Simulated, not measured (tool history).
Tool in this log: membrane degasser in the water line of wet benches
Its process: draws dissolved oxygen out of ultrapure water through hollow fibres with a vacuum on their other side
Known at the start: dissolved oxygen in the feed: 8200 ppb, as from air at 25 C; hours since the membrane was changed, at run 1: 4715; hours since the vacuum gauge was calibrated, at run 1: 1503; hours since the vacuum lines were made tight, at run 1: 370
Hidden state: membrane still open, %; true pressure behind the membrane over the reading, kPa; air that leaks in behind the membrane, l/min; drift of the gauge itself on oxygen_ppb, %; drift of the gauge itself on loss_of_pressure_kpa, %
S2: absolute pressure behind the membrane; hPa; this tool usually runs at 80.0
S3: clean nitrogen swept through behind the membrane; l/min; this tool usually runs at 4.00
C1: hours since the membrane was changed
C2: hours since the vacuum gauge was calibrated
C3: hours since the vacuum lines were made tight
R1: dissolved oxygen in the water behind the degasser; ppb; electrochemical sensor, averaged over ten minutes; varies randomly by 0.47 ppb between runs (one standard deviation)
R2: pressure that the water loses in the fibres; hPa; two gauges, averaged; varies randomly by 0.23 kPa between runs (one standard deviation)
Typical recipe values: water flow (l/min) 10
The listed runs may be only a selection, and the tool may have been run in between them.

{"run": 1, "hour": 0.0, "water flow (l/min)": 10, "S2": 80.0, "S3": 4.0, "C1": 4715, "C2": 1503, "C3": 370, "R1": 37.9, "R2": 608.7}
{"run": 2, "hour": 160.8, "water flow (l/min)": 10, "S2": 80.0, "S3": 4.0, "C1": 4875, "C2": 1664, "C3": 531, "R1": 38.3, "R2": 609.2}
{"run": 3, "hour": 368.1, "water flow (l/min)": 10, "S2": 80.0, "S3": 4.0, "C1": 5083, "C2": 1871, "C3": 738, "R1": 37.5, "R2": 608.8}
{"run": 4, "hour": 598.1, "water flow (l/min)": 10, "S2": 80.0, "S3": 4.0, "C1": 5313, "C2": 2101, "C3": 968, "R1": 37.3, "R2": 607.2}
{"run": 5, "hour": 728.8, "water flow (l/min)": 10, "S2": 80.0, "S3": 4.0, "C1": 5443, "C2": 2232, "C3": 1099, "R1": 38.7, "R2": 608.6}
{"run": 6, "hour": 826.3, "water flow (l/min)": 10, "S2": 80.0, "S3": 2.6, "C1": 5541, "C2": 2329, "C3": 1196, "R1": 54.3, "R2": 605.1}
{"run": 7, "hour": 1046.2, "water flow (l/min)": 10, "S2": 80.0, "S3": 4.0, "C1": 5761, "C2": 2549, "C3": 1416, "R1": 38.7, "R2": 608.5}
{"run": 8, "hour": 1210.7, "water flow (l/min)": 10, "S2": 122.3, "S3": 4.0, "C1": 5925, "C2": 2714, "C3": 1581, "R1": 65.1, "R2": 606.2}
{"run": 9, "hour": 1386.3, "water flow (l/min)": 7, "S2": 122.3, "S3": 4.0, "C1": 6101, "C2": 2889, "C3": 1756, "R1": 41.3, "R2": 424.9}
{"run": 10, "hour": 1514.1, "water flow (l/min)": 10, "S2": 80.0, "S3": 4.65, "C1": 6229, "C2": 3017, "C3": 1884, "R1": 34.0, "R2": 608.6}
{"run": 11, "hour": 1632.5, "water flow (l/min)": 10, "S2": 123.8, "S3": 4.0, "C1": 6347, "C2": 3135, "C3": 2002, "R1": 65.5, "R2": 610.1}
{"run": 12, "hour": 1801.9, "water flow (l/min)": 10, "S2": 123.8, "S3": 4.0, "C1": 6516, "C2": 3305, "C3": 2172, "R1": 66.4, "R2": 605.4}
{"run": 13, "hour": 1993.4, "water flow (l/min)": 10, "S2": 123.8, "S3": 4.0, "C1": 6708, "C2": 3496, "C3": 2363, "R1": 65.1, "R2": 605.5}
{"run": 14, "hour": 2207.9, "water flow (l/min)": 10, "S2": 80.0, "S3": 4.0, "C1": 6923, "C2": 3711, "C3": 2578, "R1": 39.6, "R2": 608.8}
{"hour": 2301.1, "done": "vacuum gauge calibrated"}
{"run": 15, "hour": 2376.4, "water flow (l/min)": 10, "S2": 80.0, "S3": 4.0, "C1": 7091, "C2": 75, "C3": 2746, "R1": 38.1, "R2": 614.5}
{"run": 16, "hour": 2601.8, "water flow (l/min)": 10, "S2": 80.0, "S3": 4.0, "C1": 7316, "C2": 301, "C3": 2971, "R1": 38.0, "R2": 609.8}
{"run": 17, "hour": 2695.1, "water flow (l/min)": 10, "S2": 80.0, "S3": 4.0, "C1": 7409, "C2": 394, "C3": 3065, "R1": 38.5, "R2": 610.4}
{"run": 18, "hour": 2881.8, "water flow (l/min)": 8, "S2": 128.2, "S3": 6.55, "C1": 7596, "C2": 581, "C3": 3251, "R1": 34.8, "R2": 491.2}
{"run": 19, "hour": 3051.4, "water flow (l/min)": 8, "S2": 128.2, "S3": 6.55, "C1": 7766, "C2": 750, "C3": 3421, "R1": 35.3, "R2": 490.7}
{"run": 20, "hour": 3193.3, "water flow (l/min)": 8, "S2": 128.2, "S3": 6.55, "C1": 7907, "C2": 892, "C3": 3563, "R1": 35.1, "R2": 491.3}
{"run": 21, "hour": 3397.2, "water flow (l/min)": 8, "S2": 128.2, "S3": 6.55, "C1": 8111, "C2": 1096, "C3": 3767, "R1": 34.7, "R2": 489.0}
{"run": 22, "hour": 3523.5, "water flow (l/min)": 9, "S2": 80.0, "S3": 4.0, "C1": 8238, "C2": 1222, "C3": 3893, "R1": 34.0, "R2": 550.9}

Expected results for the next run?
{"run": 23, "hour": 3622.6, "water flow (l/min)": 9, "S2": 61.3, "S3": 4.12, "C1": 8337, "C2": 1322, "C3": 3992, "R1": "?", "R2": "?"}

Logged for run 23: R1 23.4 ppb, R2 553.4 hPa.
Without the tool's hidden state the same run would have given R1 21.5 ppb, R2 532.8 hPa.

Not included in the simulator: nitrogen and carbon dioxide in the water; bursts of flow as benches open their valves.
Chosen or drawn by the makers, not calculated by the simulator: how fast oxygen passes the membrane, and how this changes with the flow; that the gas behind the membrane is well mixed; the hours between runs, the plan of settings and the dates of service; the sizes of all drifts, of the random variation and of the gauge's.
